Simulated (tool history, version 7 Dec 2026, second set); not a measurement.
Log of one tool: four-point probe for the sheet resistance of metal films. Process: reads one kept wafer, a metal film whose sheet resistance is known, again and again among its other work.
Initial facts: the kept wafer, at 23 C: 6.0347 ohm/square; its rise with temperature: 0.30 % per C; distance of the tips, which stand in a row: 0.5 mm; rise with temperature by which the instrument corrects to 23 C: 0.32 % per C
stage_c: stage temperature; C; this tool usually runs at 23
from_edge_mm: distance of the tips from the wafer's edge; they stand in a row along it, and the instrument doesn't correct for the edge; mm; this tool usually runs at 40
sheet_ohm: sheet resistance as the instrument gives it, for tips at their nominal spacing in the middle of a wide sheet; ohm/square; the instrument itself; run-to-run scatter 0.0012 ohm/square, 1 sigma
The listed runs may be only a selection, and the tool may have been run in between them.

run	hour	stage_c	from_edge_mm	sheet_ohm
1	0	23	40	6.03552
2	26.5	28	40	6.028131
3	53.4	28	40	6.029389
4	93	28	40	6.029592
5	122.6	18	40	6.042523
6	161.4	18	40	6.042104
7	194.6	18	40	6.04133
8	226.9	33	23	6.024582
9	254.7	27	52	6.029403
10	277.6	33	18	6.027925

4 ways to go on from here, each from the tool as it stands after run 10. What would each give?
A	301.1	22	16	?
B	301.1	23	72	?
C	301.1	34	7	?
D	301.1	31	17	?

run	sheet_ohm
A	6.040821
B	6.035857
C	6.03911
D	6.027508
With the hidden condition removed and each run's random variation left untouched, the same runs would have given:
run	sheet_ohm
A	6.041117
B	6.036153
C	6.039407
D	6.027804

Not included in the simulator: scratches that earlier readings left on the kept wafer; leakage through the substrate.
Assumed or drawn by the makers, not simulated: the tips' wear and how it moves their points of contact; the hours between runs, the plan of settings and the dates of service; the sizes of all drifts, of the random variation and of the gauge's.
